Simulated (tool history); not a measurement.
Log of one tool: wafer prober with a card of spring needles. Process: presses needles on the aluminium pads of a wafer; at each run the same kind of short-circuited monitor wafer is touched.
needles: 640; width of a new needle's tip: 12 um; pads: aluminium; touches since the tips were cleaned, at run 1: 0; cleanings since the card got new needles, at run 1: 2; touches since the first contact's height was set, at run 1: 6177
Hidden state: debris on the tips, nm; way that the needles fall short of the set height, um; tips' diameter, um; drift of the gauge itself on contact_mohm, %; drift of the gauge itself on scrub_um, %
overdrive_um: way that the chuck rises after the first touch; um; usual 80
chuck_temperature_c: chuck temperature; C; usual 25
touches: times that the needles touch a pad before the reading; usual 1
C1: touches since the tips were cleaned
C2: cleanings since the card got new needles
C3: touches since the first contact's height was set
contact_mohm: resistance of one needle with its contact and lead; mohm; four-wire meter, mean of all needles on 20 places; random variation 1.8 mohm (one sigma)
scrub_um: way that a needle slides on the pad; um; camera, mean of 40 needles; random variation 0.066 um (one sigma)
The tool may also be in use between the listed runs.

run 1 hour=0.0 | overdrive_um=80 chuck_temperature_c=25 touches=1 | C1=0 C2=2 C3=6177 | contact_mohm=200 scrub_um=13.59
-- hour=11.1 tips cleaned on abrasive film
-- hour=22.3 tips cleaned on abrasive film
-- hour=31.8 tips cleaned on abrasive film
run 2 hour=31.8 | overdrive_um=80 chuck_temperature_c=25 touches=1 | C1=0 C2=5 C3=14612 | contact_mohm=191 scrub_um=13.41
-- hour=43.3 tips cleaned on abrasive film
run 3 hour=46.9 | overdrive_um=80 chuck_temperature_c=92 touches=1 | C1=971 C2=6 C3=18618 | contact_mohm=283 scrub_um=13.39
-- hour=53.5 tips cleaned on abrasive film
-- hour=64.2 tips cleaned on abrasive film
run 4 hour=69.0 | overdrive_um=80 chuck_temperature_c=92 touches=1 | C1=1276 C2=8 C3=24480 | contact_mohm=299 scrub_um=13.41
-- hour=74.8 tips cleaned on abrasive film
-- hour=85.9 tips cleaned on abrasive film
-- hour=96.3 tips cleaned on abrasive film
run 5 hour=102.3 | overdrive_um=80 chuck_temperature_c=25 touches=1 | C1=1598 C2=11 C3=33306 | contact_mohm=327 scrub_um=13.34
-- hour=107.9 tips cleaned on abrasive film
-- hour=118.3 tips cleaned on abrasive film
run 6 hour=124.4 | overdrive_um=80 chuck_temperature_c=25 touches=1 | C1=1653 C2=13 C3=39173 | contact_mohm=327 scrub_um=13.36
-- hour=128.5 tips cleaned on abrasive film
-- hour=138.0 tips cleaned on abrasive film
-- hour=148.3 tips cleaned on abrasive film
run 7 hour=153.5 | overdrive_um=80 chuck_temperature_c=25 touches=1 | C1=1394 C2=16 C3=46862 | contact_mohm=319 scrub_um=13.27
-- hour=159.4 tips cleaned on abrasive film
-- hour=170.2 tips cleaned on abrasive film
run 8 hour=173.0 | overdrive_um=77 chuck_temperature_c=25 touches=1 | C1=735 C2=18 C3=52027 | contact_mohm=267 scrub_um=12.85
-- hour=180.1 tips cleaned on abrasive film
-- hour=190.7 tips cleaned on abrasive film
-- hour=201.4 tips cleaned on abrasive film
run 9 hour=204.1 | overdrive_um=77 chuck_temperature_c=25 touches=1 | C1=721 C2=21 C3=60263 | contact_mohm=283 scrub_um=12.78
-- hour=212.4 tips cleaned on abrasive film
-- hour=223.8 tips cleaned on abrasive film
-- hour=233.5 tips cleaned on abrasive film
run 10 hour=233.5 | overdrive_um=80 chuck_temperature_c=25 touches=3 | C1=0 C2=24 C3=68057 | contact_mohm=184 scrub_um=13.31
-- hour=244.9 tips cleaned on abrasive film
run 11 hour=247.2 | overdrive_um=80 chuck_temperature_c=25 touches=3 | C1=625 C2=25 C3=71698 | contact_mohm=211 scrub_um=13.20
-- hour=249.9 height of the first contact set anew
-- hour=255.7 tips cleaned on abrasive film
-- hour=266.3 tips cleaned on abrasive film
-- hour=277.5 tips cleaned on abrasive film
run 12 hour=279.0 | overdrive_um=80 chuck_temperature_c=25 touches=3 | C1=404 C2=28 C3=7713 | contact_mohm=204 scrub_um=13.14
-- hour=287.4 tips cleaned on abrasive film
run 13 hour=292.7 | overdrive_um=80 chuck_temperature_c=25 touches=3 | C1=1408 C2=29 C3=11356 | contact_mohm=234 scrub_um=13.14
-- hour=297.5 tips cleaned on abrasive film
-- hour=305.9 height of the first contact set anew, once more
-- hour=308.4 tips cleaned on abrasive film
run 14 hour=314.6 | overdrive_um=80 chuck_temperature_c=25 touches=1 | C1=1671 C2=31 C3=2302 | contact_mohm=332 scrub_um=13.60
-- hour=318.9 tips cleaned on abrasive film
-- hour=329.3 tips cleaned on abrasive film
run 15 hour=338.3 | overdrive_um=80 chuck_temperature_c=25 touches=1 | C1=2403 C2=33 C3=8586 | contact_mohm=356 scrub_um=13.56
-- hour=340.8 tips cleaned on abrasive film
-- hour=351.2 tips cleaned on abrasive film
-- hour=363.0 tips cleaned on abrasive film
run 16 hour=365.3 | overdrive_um=80 chuck_temperature_c=68 touches=2 | C1=617 C2=36 C3=15726 | contact_mohm=237 scrub_um=13.38
-- hour=373.6 tips cleaned on abrasive film
-- hour=384.3 tips cleaned on abrasive film
-- hour=394.4 tips cleaned on abrasive film
run 17 hour=397.9 | overdrive_um=82 chuck_temperature_c=100 touches=3 | C1=947 C2=39 C3=24376 | contact_mohm=230 scrub_um=13.77
-- hour=404.6 tips cleaned on abrasive film
-- hour=416.0 tips cleaned on abrasive film
-- hour=426.7 tips cleaned on abrasive film
run 18 hour=430.8 | overdrive_um=76 chuck_temperature_c=25 touches=1 | C1=1093 C2=42 C3=33082 | contact_mohm=327 scrub_um=12.72
-- hour=437.4 tips cleaned on abrasive film
-- hour=447.8 tips cleaned on abrasive film
run 19 hour=448.9 | overdrive_um=89 chuck_temperature_c=65 touches=2 | C1=282 C2=44 C3=37869 | contact_mohm=212 scrub_um=14.74
-- hour=459.0 tips cleaned on abrasive film
-- hour=468.8 tips cleaned on abrasive film
run 20 hour=475.3 | overdrive_um=77 chuck_temperature_c=46 touches=3 | C1=1752 C2=46 C3=44892 | contact_mohm=247 scrub_um=12.69
-- hour=479.2 tips cleaned on abrasive film
-- hour=489.7 tips cleaned on abrasive film
run 21 hour=497.3 | overdrive_um=77 chuck_temperature_c=46 touches=2 | C1=2047 C2=48 C3=50723 | contact_mohm=301 scrub_um=12.76
-- hour=499.8 tips cleaned on abrasive film
-- hour=510.2 tips cleaned on abrasive film
-- hour=520.4 tips cleaned on abrasive film
-- hour=530.4 tips cleaned on abrasive film
run 22 hour=530.4 | overdrive_um=77 chuck_temperature_c=46 touches=2 | C1=7 C2=52 C3=59465 | contact_mohm=194 scrub_um=12.71
-- hour=540.7 tips cleaned on abrasive film
run 23 hour=544.3 | overdrive_um=77 chuck_temperature_c=46 touches=2 | C1=950 C2=53 C3=63145 | contact_mohm=256 scrub_um=12.69
-- hour=551.1 tips cleaned on abrasive film
-- hour=560.7 tips cleaned on abrasive film
-- hour=570.9 tips cleaned on abrasive film
run 24 hour=577.7 | overdrive_um=80 chuck_temperature_c=27 touches=1 | C1=1817 C2=56 C3=72009 | contact_mohm=358 scrub_um=13.21

The next listed run, before its measurement:
-- hour=580.8 tips cleaned on abrasive film
-- hour=590.6 tips cleaned on abrasive film
-- hour=601.1 tips cleaned on abrasive film
run 25 hour=603.7 | overdrive_um=80 chuck_temperature_c=54 touches=1 | C1=695 C2=59 C3=78899 | contact_mohm=? scrub_um=?

contact_mohm: 281 mohm
scrub_um: 13.04 um
Without the tool's hidden state the same run would have given contact_mohm 186 mohm, scrub_um 13.41 um.
